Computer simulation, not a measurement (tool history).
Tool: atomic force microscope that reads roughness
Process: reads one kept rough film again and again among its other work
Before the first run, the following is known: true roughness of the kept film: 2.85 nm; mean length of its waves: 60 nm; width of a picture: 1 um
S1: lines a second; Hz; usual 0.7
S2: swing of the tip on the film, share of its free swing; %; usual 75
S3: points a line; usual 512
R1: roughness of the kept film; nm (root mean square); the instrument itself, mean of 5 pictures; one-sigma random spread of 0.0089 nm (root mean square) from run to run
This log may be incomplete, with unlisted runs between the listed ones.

run	hour	S1	S2	S3	R1
1	0	0.7	75	512	2.559
2	38.3	1.628	75	512	2.367
# hour 78.2: new tip fitted
3	119.9	0.549	75	512	2.644
4	172	0.7	75	859	2.578
5	241.8	0.7	75	512	2.541
# hour 282: new tip fitted
6	302.1	0.7	75	512	2.624
7	380.8	0.7	75	512	2.58
8	447.6	0.7	75	512	2.542
# hour 486.1: new tip fitted
9	532.5	0.7	75	512	2.61
10	585.4	0.7	75	512	2.576
11	660.2	0.7	75	512	2.54
# hour 689.8: new tip fitted
12	736.5	0.7	75	512	2.6
13	783.9	0.58	59	597	2.657
14	837.6	0.58	59	597	2.618
# hour 899.1: new tip fitted
15	915.1	0.58	59	597	2.723
16	960.6	0.7	70	512	2.623
17	1017.1	2.385	63	873	2.46
18	1080.9	2.385	63	873	2.422
# hour 1107.7: new tip fitted
19	1130	0.929	63	453	2.666
20	1196.9	0.7	75	372	2.574
21	1239.3	0.7	66	499	2.597
22	1285.1	2.415	55	856	2.513
# hour 1313: new tip fitted
23	1331.7	1.577	62	383	2.603

Below are 3 alternative next runs, each starting from the tool's condition after run 23. Predict each:
A	1393.3	2.295	79	352	?
B	1393.3	2.335	67	415	?
C	1393.3	0.7	71	512	?

run	R1
A	2.231
B	2.432
C	2.596
Without the tool's hidden state the same runs would have given:
run	R1
A	2.301
B	2.508
C	2.677
